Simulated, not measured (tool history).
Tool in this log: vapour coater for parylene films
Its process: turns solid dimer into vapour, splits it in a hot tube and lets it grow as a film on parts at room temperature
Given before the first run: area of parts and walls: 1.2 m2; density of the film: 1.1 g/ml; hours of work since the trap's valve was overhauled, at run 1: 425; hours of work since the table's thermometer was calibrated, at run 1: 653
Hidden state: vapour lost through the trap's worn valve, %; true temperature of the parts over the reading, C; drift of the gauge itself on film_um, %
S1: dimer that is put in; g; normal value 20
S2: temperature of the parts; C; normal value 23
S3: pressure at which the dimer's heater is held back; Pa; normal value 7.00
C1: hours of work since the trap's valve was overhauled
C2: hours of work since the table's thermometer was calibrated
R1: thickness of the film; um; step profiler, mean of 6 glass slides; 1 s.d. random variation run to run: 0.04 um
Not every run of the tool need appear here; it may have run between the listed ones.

Run 1, day 0.000: usual settings; C1 425; C2 653. Result: R1 9.44 um.
Run 2, day 0.992: usual settings; C1 444; C2 672. Result: R1 9.42 um.
Run 3, day 2.062: usual settings; C1 464; C2 693. Result: R1 9.45 um.
Run 4, day 2.712: usual settings; C1 477; C2 705. Result: R1 9.41 um.
Run 5, day 3.729: usual settings; C1 496; C2 725. Result: R1 9.46 um.
Run 6, day 4.362: usual settings but S1 15 g; C1 508; C2 737. Result: R1 7.01 um.
Run 7, day 5.400: usual settings but S1 34 g; C1 528; C2 757. Result: R1 15.90 um.
At day 5.654: trap's valve overhauled.
Run 8, day 6.246: usual settings but S1 34 g; C1 11; C2 770. Result: R1 16.90 um.
Run 9, day 6.858: usual settings; C1 23; C2 782. Result: R1 9.95 um.
Run 10, day 7.583: usual settings; C1 37; C2 796. Result: R1 9.92 um.
Run 11, day 8.312: usual settings; C1 51; C2 810. Result: R1 9.90 um.
Run 12, day 9.412: usual settings but S1 29 g; C1 72; C2 831. Result: R1 14.35 um.
Run 13, day 10.525: usual settings but S1 18 g; C1 94; C2 852. Result: R1 8.92 um.
Run 14, day 11.004: usual settings but S1 18 g; C1 103; C2 861. Result: R1 8.82 um.
Run 15, day 11.883: usual settings but S1 18 g; C1 120; C2 878. Result: R1 8.87 um.
Run 16, day 12.775: usual settings but S1 18 g; C1 137; C2 896. Result: R1 8.88 um.
Run 17, day 13.458: usual settings but S1 12 g; C1 150; C2 909. Result: R1 5.90 um.
Run 18, day 14.417: usual settings but S1 12 g; C1 168; C2 927. Result: R1 5.89 um.
Run 19, day 14.900: usual settings; C1 178; C2 936. Result: R1 9.75 um.
Run 20, day 15.817: usual settings; C1 195; C2 954. Result: R1 9.75 um.
Run 21, day 16.938: usual settings but S1 29 g, S2 21 C, S3 4.41 Pa; C1 217; C2 975. Result: R1 15.42 um.
Run 22, day 17.962: usual settings but S1 36 g, S2 21 C, S3 3.12 Pa; C1 236; C2 995. Result: R1 19.55 um.
Run 23, day 18.700: usual settings but S1 36 g, S2 28 C, S3 3.18 Pa; C1 251; C2 1009. Result: R1 16.40 um.
Run 24, day 19.817: usual settings but S3 11.44 Pa; C1 272; C2 1031. Result: R1 9.24 um.
Run 25, day 20.354: usual settings but S3 7.86 Pa; C1 282; C2 1041. Result: R1 9.59 um.
Run 26, day 21.317: usual settings but S3 7.86 Pa; C1 301; C2 1060. Result: R1 9.52 um.
Run 27, day 22.246: usual settings but S2 27 C; C1 319; C2 1077. Result: R1 8.67 um.
Run 28, day 23.033: usual settings but S2 27 C; C1 334; C2 1093. Result: R1 8.74 um.
Run 29, day 23.983: usual settings but S1 35 g, S2 18 C; C1 352; C2 1111. Result: R1 19.09 um.
Run 30, day 24.904: usual settings but S1 31 g, S2 31 C, S3 2.17 Pa; C1 370; C2 1128. Result: R1 13.34 um.
Run 31, day 25.617: usual settings but S1 13 g, S2 16 C, S3 3.45 Pa; C1 383; C2 1142. Result: R1 7.84 um.
Run 32, day 26.254: usual settings but S1 13 g, S2 16 C, S3 3.45 Pa; C1 396; C2 1154. Result: R1 7.81 um.
Run 33, day 27.192: usual settings but S1 36 g, S2 35 C, S3 10.44 Pa; C1 414; C2 1172. Result: R1 12.27 um.
Run 34, day 27.971: usual settings but S1 21 g, S2 31 C, S3 7.25 Pa; C1 429; C2 1187. Result: R1 8.11 um.
Run 35, day 28.650: usual settings but S1 21 g, S2 31 C, S3 7.25 Pa; C1 442; C2 1200. Result: R1 8.05 um.
Run 36, day 29.646: usual settings but S3 3.61 Pa; C1 461; C2 1219. Result: R1 9.91 um.
Run 37, day 30.367: usual settings but S1 26 g, S2 15 C, S3 3.61 Pa; C1 475; C2 1233. Result: R1 15.83 um.

5 ways to go on from here, each from the tool as it stands after run 37. What would each give?
Run A, day 31.371: usual settings but S1 11 g, S2 25 C, S3 4.03 Pa; C1 494; C2 1253. Result: R1 ?.
Run B, day 31.371: usual settings but S1 18 g, S2 26 C, S3 4.39 Pa; C1 494; C2 1253. Result: R1 ?.
Run C, day 31.371: usual settings but S1 12 g, S2 33 C, S3 7.56 Pa; C1 494; C2 1253. Result: R1 ?.
Run D, day 31.371: usual settings but S1 22 g, S2 15 C, S3 3.61 Pa; C1 494; C2 1253. Result: R1 ?.
Run E, day 31.371: usual settings but S1 21 g, S2 19 C, S3 7.22 Pa; C1 494; C2 1253. Result: R1 ?.

run     R1
  A   5.15
  B   8.08
  C   4.36
  D  13.38
  E  10.85
Without the tool's unlogged condition, the same runs would have read:
run     R1
  A   5.45
  B   8.55
  C   4.61
  D  14.15
  E  11.48
